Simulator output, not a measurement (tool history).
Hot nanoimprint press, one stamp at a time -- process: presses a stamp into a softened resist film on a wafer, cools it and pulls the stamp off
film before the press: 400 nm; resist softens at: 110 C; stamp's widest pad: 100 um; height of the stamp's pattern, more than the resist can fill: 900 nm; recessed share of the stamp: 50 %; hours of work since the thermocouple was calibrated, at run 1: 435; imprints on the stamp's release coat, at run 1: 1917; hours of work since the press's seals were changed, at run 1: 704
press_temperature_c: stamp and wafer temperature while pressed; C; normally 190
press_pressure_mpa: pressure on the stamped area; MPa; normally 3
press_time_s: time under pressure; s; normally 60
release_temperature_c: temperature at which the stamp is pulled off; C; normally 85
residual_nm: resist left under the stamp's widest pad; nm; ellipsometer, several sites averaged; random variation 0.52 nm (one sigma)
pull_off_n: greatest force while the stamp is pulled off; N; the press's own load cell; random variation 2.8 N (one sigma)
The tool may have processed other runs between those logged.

run	hour	press_temperature_c	press_pressure_mpa	press_time_s	release_temperature_c	hours of work since the thermocouple was calibrated	imprints on the stamp's release coat	hours of work since the press's seals were changed	residual_nm	pull_off_n
1	0	190	3	60	85	435	1917	704	141	182
# hour 42: press's hydraulic seals changed and the load cell set to zero
2	45	190	3	60	85	457	2014	2	135.5	184
3	83.5	190	3	60	85	480	2115	25	135.6	184
# hour 95.9: plate thermocouple calibrated
# hour 129.7: stamp cleaned and given a new release coat
4	147.7	190	3.39	60	85	27	47	58	124.1	129
5	204.8	190	3.39	60	85	61	198	92	125.6	131
6	267.4	190	3.39	60	85	99	362	129	124.3	136
7	336.8	190	3	60	76	140	544	170	132.7	155
8	399.8	190	3	60	76	178	710	208	132.4	155
# hour 421.8: plate thermocouple calibrated, once more
9	441.4	190	3	60	76	12	812	231	143	166
10	486.1	190	3	60	76	38	929	258	143	166
11	534.3	200	3	60	85	67	1056	286	114	163
12	594.1	190	3.43	60	85	103	1213	322	133.2	166
13	631.1	190	3	60	85	125	1310	344	142.6	169
14	691.1	190	3	60	85	161	1468	380	142.6	169
15	730.4	180	3	60	85	184	1571	403	181.2	165
16	768.6	180	3	60	85	207	1671	426	182.2	173
17	810.5	180	3	60	85	232	1782	451	182.9	174
18	852.8	181	1.93	60	85	257	1893	476	218.1	175
19	908.1	181	1.93	60	85	290	2038	509	217.3	184
# hour 980.3: stamp cleaned and given a new release coat
20	992.8	191	2.84	96	85	337	33	556	118.7	133
21	1027.4	200	2.35	60	85	358	124	577	128.8	128
22	1077.9	190	3.83	60	85	388	256	607	124	134
23	1121.3	190	3.4	98	75	414	370	633	109.5	151
24	1154.2	193	3	95	70	433	457	652	109.6	164
25	1226.3	196	2.52	60	85	476	646	695	134.1	143
# hour 1244.9: plate thermocouple calibrated
# hour 1285.7: press's hydraulic seals changed and the load cell set to zero
26	1305.9	179	2.15	44	77	32	827	12	242.5	169
27	1349.1	179	2.15	44	77	57	940	38	240.9	169
28	1430.6	179	3.2	60	83	106	1154	86	179.6	165
29	1509	179	3.55	113	83	153	1361	133	134.8	173

What if the next run were any one of these 4? Each begins from the tool's condition after run 29:
A	1545.6	179	4.24	34	80	175	1457	155	?	?
B	1545.6	179	3.55	42	71	175	1457	155	?	?
C	1545.6	190	3.31	60	85	175	1457	155	?	?
D	1545.6	193	3.87	35	85	175	1457	155	?	?

run	residual_nm	pull_off_n
A	190.6	182
B	192.9	202
C	133.6	170
D	140.6	163
The same runs, with their run-to-run variation unchanged, on a tool lacking any hidden condition would have given:
run	residual_nm	pull_off_n
A	191.9	140
B	194.6	155
C	134.6	131
D	141.3	125
